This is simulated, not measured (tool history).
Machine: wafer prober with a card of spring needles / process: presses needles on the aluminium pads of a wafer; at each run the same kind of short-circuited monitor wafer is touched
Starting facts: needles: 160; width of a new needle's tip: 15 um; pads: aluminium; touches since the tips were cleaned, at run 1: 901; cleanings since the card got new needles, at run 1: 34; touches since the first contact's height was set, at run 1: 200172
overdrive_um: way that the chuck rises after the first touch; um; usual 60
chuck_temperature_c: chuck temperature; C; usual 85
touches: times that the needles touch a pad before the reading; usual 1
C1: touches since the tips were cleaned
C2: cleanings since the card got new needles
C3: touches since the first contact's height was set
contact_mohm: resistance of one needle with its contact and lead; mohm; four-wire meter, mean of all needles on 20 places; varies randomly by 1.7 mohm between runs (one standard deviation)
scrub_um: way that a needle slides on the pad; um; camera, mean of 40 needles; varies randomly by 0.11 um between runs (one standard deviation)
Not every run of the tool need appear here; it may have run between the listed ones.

Run 1, hour 0: usual settings; C1 901; C2 34; C3 200172. Result: contact_mohm 224 mohm, scrub_um 15.5 um.
At hour 8.7: height of the first contact set anew.
At hour 22.7: tips cleaned on abrasive film.
Run 2, hour 37: usual settings; C1 2791; C2 35; C3 5481. Result: contact_mohm 278 mohm, scrub_um 15.01 um.
At hour 50.2: tips cleaned on abrasive film.
Run 3, hour 67: usual settings; C1 3272; C2 36; C3 11298. Result: contact_mohm 286 mohm, scrub_um 15.07 um.
At hour 73.2: height of the first contact set anew, once more.
At hour 78.6: tips cleaned on abrasive film.
Run 4, hour 90.7: usual settings; C1 2354; C2 37; C3 3398. Result: contact_mohm 256 mohm, scrub_um 16.32 um.
At hour 105.8: tips cleaned on abrasive film.
Run 5, hour 108.5: usual settings but chuck_temperature_c 26 C; C1 508; C2 38; C3 6828. Result: contact_mohm 194 mohm, scrub_um 16.33 um.
At hour 133.1: tips cleaned on abrasive film.
Run 6, hour 133.1: usual settings but chuck_temperature_c 26 C; C1 0; C2 39; C3 11606. Result: contact_mohm 166 mohm, scrub_um 16.28 um.
Run 7, hour 149.9: usual settings but chuck_temperature_c 26 C; C1 3272; C2 39; C3 14878. Result: contact_mohm 269 mohm, scrub_um 16.11 um.
At hour 160.8: tips cleaned on abrasive film.
Run 8, hour 180.9: usual settings but chuck_temperature_c 26 C; C1 3918; C2 40; C3 20896. Result: contact_mohm 267 mohm, scrub_um 16.13 um.
At hour 189.2: tips cleaned on abrasive film.
Run 9, hour 196.4: usual settings but chuck_temperature_c 42 C; C1 1410; C2 41; C3 23895. Result: contact_mohm 230 mohm, scrub_um 16.04 um.
Run 10, hour 213.5: usual settings; C1 4736; C2 41; C3 27221. Result: contact_mohm 281 mohm, scrub_um 16.41 um.
At hour 217: tips cleaned on abrasive film.
At hour 245.7: tips cleaned on abrasive film.
Run 11, hour 249.4: usual settings; C1 716; C2 43; C3 34156. Result: contact_mohm 211 mohm, scrub_um 16.04 um.
At hour 273.4: tips cleaned on abrasive film.
Run 12, hour 275.5: usual settings; C1 407; C2 44; C3 39225. Result: contact_mohm 202 mohm, scrub_um 16.29 um.
At hour 302.4: tips cleaned on abrasive film.
Run 13, hour 310.3: usual settings; C1 1532; C2 45; C3 45977. Result: contact_mohm 236 mohm, scrub_um 16.22 um.
At hour 329.5: tips cleaned on abrasive film.
Run 14, hour 332.9: usual settings; C1 663; C2 46; C3 50361. Result: contact_mohm 212 mohm, scrub_um 16.07 um.
Run 15, hour 354.4: usual settings; C1 4841; C2 46; C3 54539. Result: contact_mohm 284 mohm, scrub_um 16.12 um.
At hour 357.6: tips cleaned on abrasive film.
Run 16, hour 376.5: usual settings; C1 3680; C2 47; C3 58820. Result: contact_mohm 278 mohm, scrub_um 16.2 um.
At hour 385.9: tips cleaned on abrasive film.
Run 17, hour 400.2: usual settings; C1 2784; C2 48; C3 63406. Result: contact_mohm 270 mohm, scrub_um 16.02 um.
At hour 414.5: tips cleaned on abrasive film.
Run 18, hour 436.4: usual settings but chuck_temperature_c 28 C, touches 2; C1 4261; C2 49; C3 70444. Result: contact_mohm 231 mohm, scrub_um 16.19 um.
At hour 442.6: tips cleaned on abrasive film.
Run 19, hour 452.1: usual settings but chuck_temperature_c 89 C; C1 1860; C2 50; C3 73478. Result: contact_mohm 247 mohm, scrub_um 15.94 um.
At hour 470.3: tips cleaned on abrasive film.
Run 20, hour 482.7: usual settings but chuck_temperature_c 89 C; C1 2404; C2 51; C3 79406. Result: contact_mohm 264 mohm, scrub_um 15.88 um.
At hour 498.9: tips cleaned on abrasive film.
Run 21, hour 511.8: usual settings but chuck_temperature_c 89 C; C1 2514; C2 52; C3 85050. Result: contact_mohm 260 mohm, scrub_um 15.89 um.

Run 22, settings as shown, results not yet in. Your forecast:
At hour 527.2: tips cleaned on abrasive film.
Run 22, hour 549.2: usual settings but chuck_temperature_c 89 C; C1 4282; C2 53; C3 92304. Result: contact_mohm ?, scrub_um ?.

{"run 22": {"contact_mohm": 284, "scrub_um": 15.81}}
Take away the tool's hidden state, keep the run-to-run variation as it was, and the same run would have given contact_mohm 170 mohm, scrub_um 16.24 um.
